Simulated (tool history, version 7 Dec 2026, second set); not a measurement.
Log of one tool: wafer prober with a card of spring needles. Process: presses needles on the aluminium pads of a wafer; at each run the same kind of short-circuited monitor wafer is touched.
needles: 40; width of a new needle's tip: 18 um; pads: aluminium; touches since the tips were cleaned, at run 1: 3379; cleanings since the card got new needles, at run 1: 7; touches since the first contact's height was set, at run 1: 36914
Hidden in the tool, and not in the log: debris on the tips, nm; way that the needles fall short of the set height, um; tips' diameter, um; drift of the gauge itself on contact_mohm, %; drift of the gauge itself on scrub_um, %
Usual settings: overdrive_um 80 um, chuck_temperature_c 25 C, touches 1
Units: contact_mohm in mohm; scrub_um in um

run    day  overdrive_um  chuck_temperature_c  touches  touches since the tips were cleaned  cleanings since the card got new needles  touches since the first contact's height was set  contact_mohm  scrub_um
  1  0.000            80                   25        1                                 3379                                         7                                             36914           291     10.02
     0.079  -- tips cleaned on abrasive film
     0.383  -- tips cleaned on abrasive film
     0.758  -- tips cleaned on abrasive film
     1.067  -- tips cleaned on abrasive film
     1.446  -- tips cleaned on abrasive film
  2  1.600            80                   25        1                                 2186                                        12                                             59040           264      9.97
     1.754  -- tips cleaned on abrasive film
     2.133  -- tips cleaned on abrasive film
     2.512  -- tips cleaned on abrasive film
  3  2.683            80                   25        1                                 2374                                        15                                             74014           269      9.97
     2.838  -- tips cleaned on abrasive film
     3.217  -- tips cleaned on abrasive film
     3.596  -- tips cleaned on abrasive film
     3.900  -- tips cleaned on abrasive film
  4  3.996            80                   34        1                                 1323                                        19                                             92163           257      9.96
     4.225  -- tips cleaned on abrasive film
     4.596  -- tips cleaned on abrasive film
     4.971  -- tips cleaned on abrasive film
     5.350  -- tips cleaned on abrasive film
  5  5.354            91                   25        1                                   25                                        23                                            110927           215     11.29
     5.442  -- height of the first contact set anew
     5.671  -- tips cleaned on abrasive film
     5.975  -- tips cleaned on abrasive film
  6  6.254            91                   25        1                                 3890                                        25                                             11260           278     11.27
     6.333  -- tips cleaned on abrasive film
     6.638  -- tips cleaned on abrasive film
     7.021  -- tips cleaned on abrasive film
     7.392  -- tips cleaned on abrasive film
  7  7.558            80                   25        2                                 2375                                        29                                             29305           251      9.86

Run 8 comes next. What will it give?
     7.712  -- tips cleaned on abrasive film
     8.021  -- tips cleaned on abrasive film
     8.400  -- tips cleaned on abrasive film
     8.771  -- tips cleaned on abrasive film
  8  8.846            74                   25        1                                 1048                                        33                                             47058             ?         ?

Run 8 gave contact_mohm 264 mohm, scrub_um 9.06 um.
Without the tool's hidden state the same run would have given contact_mohm 216 mohm, scrub_um 9.30 um.

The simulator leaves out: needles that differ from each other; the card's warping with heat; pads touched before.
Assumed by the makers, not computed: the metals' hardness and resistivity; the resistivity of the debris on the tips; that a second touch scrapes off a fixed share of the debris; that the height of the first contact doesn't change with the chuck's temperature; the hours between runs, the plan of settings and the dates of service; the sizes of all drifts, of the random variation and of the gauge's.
